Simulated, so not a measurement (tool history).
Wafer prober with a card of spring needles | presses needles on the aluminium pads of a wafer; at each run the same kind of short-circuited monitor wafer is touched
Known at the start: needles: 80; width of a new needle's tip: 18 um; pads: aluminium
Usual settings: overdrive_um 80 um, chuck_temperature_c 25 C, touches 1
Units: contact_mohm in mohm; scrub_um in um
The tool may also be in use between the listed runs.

run 1 day=0 | overdrive_um=80 chuck_temperature_c=25 touches=1 | contact_mohm=144 scrub_um=14.77
run 2 day=0.325 | overdrive_um=80 chuck_temperature_c=25 touches=1 | contact_mohm=145 scrub_um=14.81
run 3 day=0.896 | overdrive_um=80 chuck_temperature_c=25 touches=1 | contact_mohm=145 scrub_um=14.72
run 4 day=1.246 | overdrive_um=80 chuck_temperature_c=25 touches=1 | contact_mohm=147 scrub_um=14.8
run 5 day=1.933 | overdrive_um=80 chuck_temperature_c=71 touches=1 | contact_mohm=157 scrub_um=14.74
run 6 day=2.267 | overdrive_um=80 chuck_temperature_c=71 touches=1 | contact_mohm=155 scrub_um=14.78
run 7 day=2.621 | overdrive_um=80 chuck_temperature_c=71 touches=1 | contact_mohm=154 scrub_um=14.77
run 8 day=3.129 | overdrive_um=80 chuck_temperature_c=71 touches=1 | contact_mohm=158 scrub_um=14.75
run 9 day=3.738 | overdrive_um=80 chuck_temperature_c=71 touches=1 | contact_mohm=151 scrub_um=14.78
run 10 day=4.3 | overdrive_um=80 chuck_temperature_c=71 touches=1 | contact_mohm=155 scrub_um=14.78
run 11 day=4.917 | overdrive_um=80 chuck_temperature_c=71 touches=1 | contact_mohm=153 scrub_um=14.8
run 12 day=5.325 | overdrive_um=80 chuck_temperature_c=71 touches=1 | contact_mohm=154 scrub_um=14.8
run 13 day=5.717 | overdrive_um=82 chuck_temperature_c=25 touches=1 | contact_mohm=149 scrub_um=15.17
run 14 day=6.129 | overdrive_um=72 chuck_temperature_c=25 touches=1 | contact_mohm=149 scrub_um=13.29
run 15 day=6.779 | overdrive_um=72 chuck_temperature_c=25 touches=1 | contact_mohm=148 scrub_um=13.29
run 16 day=7.279 | overdrive_um=69 chuck_temperature_c=56 touches=1 | contact_mohm=153 scrub_um=12.7
run 17 day=7.804 | overdrive_um=69 chuck_temperature_c=56 touches=1 | contact_mohm=155 scrub_um=12.71
run 18 day=8.492 | overdrive_um=80 chuck_temperature_c=43 touches=1 | contact_mohm=149 scrub_um=14.76
run 19 day=9.05 | overdrive_um=80 chuck_temperature_c=43 touches=1 | contact_mohm=150 scrub_um=14.75
run 20 day=9.346 | overdrive_um=72 chuck_temperature_c=39 touches=2 | contact_mohm=150 scrub_um=13.31
run 21 day=10.008 | overdrive_um=80 chuck_temperature_c=33 touches=1 | contact_mohm=147 scrub_um=14.79
run 22 day=10.592 | overdrive_um=80 chuck_temperature_c=58 touches=1 | contact_mohm=153 scrub_um=14.81
run 23 day=10.912 | overdrive_um=62 chuck_temperature_c=48 touches=3 | contact_mohm=154 scrub_um=11.44
run 24 day=11.496 | overdrive_um=76 chuck_temperature_c=25 touches=1 | contact_mohm=146 scrub_um=14.02
run 25 day=12.021 | overdrive_um=80 chuck_temperature_c=119 touches=1 | contact_mohm=164 scrub_um=14.82
run 26 day=12.479 | overdrive_um=71 chuck_temperature_c=104 touches=1 | contact_mohm=163 scrub_um=13.11
run 27 day=12.971 | overdrive_um=80 chuck_temperature_c=25 touches=1 | contact_mohm=143 scrub_um=14.77
run 28 day=13.567 | overdrive_um=83 chuck_temperature_c=25 touches=3 | contact_mohm=145 scrub_um=15.34
run 29 day=13.912 | overdrive_um=83 chuck_temperature_c=25 touches=3 | contact_mohm=146 scrub_um=15.35

Taken out of this log: 23 entries between the listed runs. Where each belongs, and how the hidden state differs across it:
Between runs 1 and 2: tips cleaned on abrasive film (day 0.088)
  debris on the tips, nm: 0.5 -> 0.3; way that the needles fall short of the set height, um: 0 -> 0.01
Between runs 2 and 3: tips cleaned on abrasive film (day 0.729)
  no hidden state differs between the two runs
Between runs 4 and 5: tips cleaned on abrasive film (day 1.392)
  no hidden state differs between the two runs
Between runs 5 and 6: tips cleaned on abrasive film (day 2.042)
  debris on the tips, nm: 0.5 -> 0.3
Between runs 7 and 8: tips cleaned on abrasive film (day 2.7)
  debris on the tips, nm: 0.5 -> 0.4
Between runs 8 and 9: tips cleaned on abrasive film (day 3.358)
  no hidden state differs between the two runs
Between runs 9 and 10: tips cleaned on abrasive film (day 3.979)
  no hidden state differs between the two runs
Between runs 10 and 11: tips cleaned on abrasive film (day 4.608)
  debris on the tips, nm: 0.4 -> 0.3
Between runs 11 and 12: tips cleaned on abrasive film (day 5.279)
  debris on the tips, nm: 0.3 -> 0.1
Between runs 13 and 14: tips cleaned on abrasive film (day 5.921)
  debris on the tips, nm: 0.4 -> 0.3
Between runs 14 and 15: tips cleaned on abrasive film (day 6.542)
  no hidden state differs between the two runs
Between runs 15 and 16: tips cleaned on abrasive film (day 7.196)
  debris on the tips, nm: 0.3 -> 0.2
Between runs 17 and 18: tips cleaned on abrasive film (day 7.842); tips cleaned on abrasive film (day 8.462)
  debris on the tips, nm: 0.5 -> 0.1
Between runs 19 and 20: tips cleaned on abrasive film (day 9.096)
  debris on the tips, nm: 0.5 -> 0.3
Between runs 20 and 21: tips cleaned on abrasive film (day 9.742)
  no hidden state differs between the two runs
Between runs 21 and 22: tips cleaned on abrasive film (day 10.358)
  no hidden state differs between the two runs
Between runs 23 and 24: tips cleaned on abrasive film (day 11.017)
  no hidden state differs between the two runs
Between runs 24 and 25: tips cleaned on abrasive film (day 11.65); height of the first contact set anew (day 11.817)
  debris on the tips, nm: 0.5 -> 0.4; way that the needles fall short of the set height, um: 0.01 -> 0
Between runs 25 and 26: tips cleaned on abrasive film (day 12.279)
  debris on the tips, nm: 0.4 -> 0.3
Between runs 26 and 27: tips cleaned on abrasive film (day 12.921)
  debris on the tips, nm: 0.3 -> 0.1
Between runs 27 and 28: tips cleaned on abrasive film (day 13.554)
  debris on the tips, nm: 0.1 -> 0
